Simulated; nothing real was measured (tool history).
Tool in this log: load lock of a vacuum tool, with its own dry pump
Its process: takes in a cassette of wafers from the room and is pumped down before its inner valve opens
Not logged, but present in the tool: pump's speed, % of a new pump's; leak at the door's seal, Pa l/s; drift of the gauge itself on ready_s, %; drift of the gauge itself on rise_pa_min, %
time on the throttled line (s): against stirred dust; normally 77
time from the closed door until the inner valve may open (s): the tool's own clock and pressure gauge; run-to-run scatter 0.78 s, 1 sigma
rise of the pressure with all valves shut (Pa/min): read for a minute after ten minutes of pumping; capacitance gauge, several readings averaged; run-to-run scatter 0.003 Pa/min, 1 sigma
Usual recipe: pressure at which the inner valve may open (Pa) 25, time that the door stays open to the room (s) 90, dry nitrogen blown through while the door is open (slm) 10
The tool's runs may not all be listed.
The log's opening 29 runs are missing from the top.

run    hour  time on the throttled line (s)  pressure at which the inner valve may open (Pa)  time that the door stays open to the room (s)  dry nitrogen blown through while the door is open (slm)  hours that the pump has run since its overhaul  times that the door has closed on its seal  incoming humidity of the room's air, %  time from the closed door until the inner valve may open (s)  rise of the pressure with all valves shut (Pa/min)
 30  3089.3                              61                                               18                                            188                                                        9                                            7515                                       31992                                    42.7                                                         122.9                                               0.287
 31    3207                              61                                               18                                            188                                                        9                                            7633                                       32408                                    45.5                                                         121.1                                               0.299
 32  3339.1                             134                                               47                                            188                                                        9                                            7765                                       32875                                    43.5                                                         163.8                                               0.299
 33  3442.9                              42                                               29                                             43                                                        5                                            7869                                       33243                                    46.1                                                         103.8                                               0.285
 34  3505.7                              58                                               39                                             43                                                        5                                            7931                                       33465                                    46.8                                                         111.8                                               0.284
 35  3627.9                              64                                               36                                             43                                                        5                                            8054                                       33897                                    48.4                                                         119.3                                               0.294
 36  3777.4                              64                                               36                                             43                                                        5                                            8203                                       34426                                    42.9                                                         119.2                                               0.289
 37    3882                              46                                               36                                             81                                                        9                                            8308                                       34796                                    44.8                                                         105.5                                               0.307

4 options for the next run, each taken on its own from the tool as it stands now. Forecast them:
  A  3976.6                              77                                               25                                             29                                                       10                                            8402                                       35131                                    45.7                                                             ?                                                   ?
  B  3976.6                              89                                               19                                             81                                                        9                                            8402                                       35131                                    44.9                                                             ?                                                   ?
  C  3976.6                              77                                               23                                             39                                                       10                                            8402                                       35131                                    43.4                                                             ?                                                   ?
  D  3976.6                              60                                               47                                             81                                                        9                                            8402                                       35131                                    45.8                                                             ?                                                   ?

run  time from the closed door until the inner valve may open (s)  rise of the pressure with all valves shut (Pa/min)
  A                                                         131.1                                               0.301
  B                                                         142.7                                               0.301
  C                                                         132.8                                               0.298
  D                                                           113                                               0.315
What these runs would have given with no unlogged condition in the tool:
run  time from the closed door until the inner valve may open (s)  rise of the pressure with all valves shut (Pa/min)
  A                                                         119.8                                               0.027
  B                                                         131.6                                               0.033
  C                                                         121.4                                               0.026
  D                                                         101.8                                               0.041
